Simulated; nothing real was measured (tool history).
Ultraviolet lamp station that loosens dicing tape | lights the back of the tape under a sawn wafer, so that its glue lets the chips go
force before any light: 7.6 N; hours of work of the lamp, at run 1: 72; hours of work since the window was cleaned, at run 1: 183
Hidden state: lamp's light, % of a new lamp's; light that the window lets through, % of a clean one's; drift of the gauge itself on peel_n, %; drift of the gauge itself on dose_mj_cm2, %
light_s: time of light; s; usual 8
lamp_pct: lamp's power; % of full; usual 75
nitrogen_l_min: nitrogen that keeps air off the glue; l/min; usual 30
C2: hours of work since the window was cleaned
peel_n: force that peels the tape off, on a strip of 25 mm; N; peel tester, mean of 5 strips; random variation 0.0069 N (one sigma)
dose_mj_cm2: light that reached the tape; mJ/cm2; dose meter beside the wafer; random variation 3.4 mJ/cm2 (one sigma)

run 1 hour=0.0 | light_s=8 lamp_pct=75 nitrogen_l_min=30 | hours_of_work_of_the_lamp=72 C2=183 | peel_n=0.228 dose_mj_cm2=560
run 2 hour=7.7 | light_s=8 lamp_pct=75 nitrogen_l_min=30 | hours_of_work_of_the_lamp=76 C2=187 | peel_n=0.248 dose_mj_cm2=554
run 3 hour=12.9 | light_s=8 lamp_pct=75 nitrogen_l_min=30 | hours_of_work_of_the_lamp=78 C2=189 | peel_n=0.226 dose_mj_cm2=552
run 4 hour=24.9 | light_s=8 lamp_pct=75 nitrogen_l_min=30 | hours_of_work_of_the_lamp=84 C2=195 | peel_n=0.243 dose_mj_cm2=557
run 5 hour=36.1 | light_s=8 lamp_pct=75 nitrogen_l_min=30 | hours_of_work_of_the_lamp=89 C2=200 | peel_n=0.227 dose_mj_cm2=556
run 6 hour=43.4 | light_s=8 lamp_pct=75 nitrogen_l_min=30 | hours_of_work_of_the_lamp=92 C2=203 | peel_n=0.222 dose_mj_cm2=558
run 7 hour=55.5 | light_s=8 lamp_pct=76 nitrogen_l_min=30 | hours_of_work_of_the_lamp=97 C2=208 | peel_n=0.232 dose_mj_cm2=569
run 8 hour=63.7 | light_s=8 lamp_pct=75 nitrogen_l_min=30 | hours_of_work_of_the_lamp=101 C2=212 | peel_n=0.231 dose_mj_cm2=551
run 9 hour=70.8 | light_s=8 lamp_pct=75 nitrogen_l_min=30 | hours_of_work_of_the_lamp=104 C2=215 | peel_n=0.227 dose_mj_cm2=557
run 10 hour=77.7 | light_s=8 lamp_pct=65 nitrogen_l_min=30 | hours_of_work_of_the_lamp=107 C2=218 | peel_n=0.311 dose_mj_cm2=483
run 11 hour=83.1 | light_s=8 lamp_pct=75 nitrogen_l_min=30 | hours_of_work_of_the_lamp=110 C2=221 | peel_n=0.233 dose_mj_cm2=556
run 12 hour=93.8 | light_s=8 lamp_pct=75 nitrogen_l_min=29 | hours_of_work_of_the_lamp=115 C2=226 | peel_n=0.240 dose_mj_cm2=558
run 13 hour=103.6 | light_s=8 lamp_pct=75 nitrogen_l_min=29 | hours_of_work_of_the_lamp=119 C2=230 | peel_n=0.245 dose_mj_cm2=559
run 14 hour=112.2 | light_s=11 lamp_pct=75 nitrogen_l_min=30 | hours_of_work_of_the_lamp=123 C2=234 | peel_n=0.149 dose_mj_cm2=766
run 15 hour=120.5 | light_s=11 lamp_pct=75 nitrogen_l_min=30 | hours_of_work_of_the_lamp=127 C2=238 | peel_n=0.145 dose_mj_cm2=767
run 16 hour=132.6 | light_s=11 lamp_pct=75 nitrogen_l_min=30 | hours_of_work_of_the_lamp=132 C2=243 | peel_n=0.141 dose_mj_cm2=770
run 17 hour=137.9 | light_s=11 lamp_pct=75 nitrogen_l_min=30 | hours_of_work_of_the_lamp=135 C2=246 | peel_n=0.161 dose_mj_cm2=763
run 18 hour=149.0 | light_s=11 lamp_pct=75 nitrogen_l_min=30 | hours_of_work_of_the_lamp=140 C2=251 | peel_n=0.148 dose_mj_cm2=758
run 19 hour=160.1 | light_s=4 lamp_pct=70 nitrogen_l_min=47 | hours_of_work_of_the_lamp=145 C2=256 | peel_n=1.016 dose_mj_cm2=258
-- hour=165.9 window cleaned of glue's vapour
run 20 hour=172.0 | light_s=8 lamp_pct=75 nitrogen_l_min=49 | hours_of_work_of_the_lamp=150 C2=3 | peel_n=0.206 dose_mj_cm2=557
run 21 hour=180.2 | light_s=8 lamp_pct=75 nitrogen_l_min=49 | hours_of_work_of_the_lamp=153 C2=6 | peel_n=0.199 dose_mj_cm2=555
run 22 hour=186.9 | light_s=9 lamp_pct=75 nitrogen_l_min=30 | hours_of_work_of_the_lamp=156 C2=9 | peel_n=0.194 dose_mj_cm2=632
run 23 hour=193.6 | light_s=5 lamp_pct=91 nitrogen_l_min=30 | hours_of_work_of_the_lamp=160 C2=13 | peel_n=0.419 dose_mj_cm2=419
run 24 hour=205.9 | light_s=12 lamp_pct=63 nitrogen_l_min=30 | hours_of_work_of_the_lamp=165 C2=18 | peel_n=0.163 dose_mj_cm2=700
run 25 hour=217.2 | light_s=6 lamp_pct=80 nitrogen_l_min=30 | hours_of_work_of_the_lamp=170 C2=23 | peel_n=0.383 dose_mj_cm2=446
run 26 hour=223.4 | light_s=8 lamp_pct=75 nitrogen_l_min=22 | hours_of_work_of_the_lamp=173 C2=26 | peel_n=0.265 dose_mj_cm2=560
run 27 hour=233.0 | light_s=5 lamp_pct=75 nitrogen_l_min=37 | hours_of_work_of_the_lamp=177 C2=30 | peel_n=0.611 dose_mj_cm2=346
run 28 hour=245.3 | light_s=10 lamp_pct=75 nitrogen_l_min=14 | hours_of_work_of_the_lamp=183 C2=36 | peel_n=0.212 dose_mj_cm2=700
run 29 hour=256.0 | light_s=16 lamp_pct=84 nitrogen_l_min=45 | hours_of_work_of_the_lamp=188 C2=41 | peel_n=0.121 dose_mj_cm2=1246
run 30 hour=267.0 | light_s=16 lamp_pct=84 nitrogen_l_min=45 | hours_of_work_of_the_lamp=193 C2=46 | peel_n=0.130 dose_mj_cm2=1244
run 31 hour=272.4 | light_s=16 lamp_pct=84 nitrogen_l_min=45 | hours_of_work_of_the_lamp=195 C2=48 | peel_n=0.130 dose_mj_cm2=1253

Forecast each of these 3 alternatives for the next run:
run A hour=281.0 | light_s=12 lamp_pct=81 nitrogen_l_min=26 | hours_of_work_of_the_lamp=199 C2=52 | peel_n=? dose_mj_cm2=?
run B hour=281.0 | light_s=8 lamp_pct=72 nitrogen_l_min=12 | hours_of_work_of_the_lamp=199 C2=52 | peel_n=? dose_mj_cm2=?
run C hour=281.0 | light_s=5 lamp_pct=100 nitrogen_l_min=48 | hours_of_work_of_the_lamp=199 C2=52 | peel_n=? dose_mj_cm2=?

run=A peel_n=0.138 dose_mj_cm2=907
run=B peel_n=0.400 dose_mj_cm2=535
run=C peel_n=0.300 dose_mj_cm2=466
Without the tool's hidden state the same runs would have given:
run=A peel_n=0.138 dose_mj_cm2=907
run=B peel_n=0.399 dose_mj_cm2=535
run=C peel_n=0.299 dose_mj_cm2=467

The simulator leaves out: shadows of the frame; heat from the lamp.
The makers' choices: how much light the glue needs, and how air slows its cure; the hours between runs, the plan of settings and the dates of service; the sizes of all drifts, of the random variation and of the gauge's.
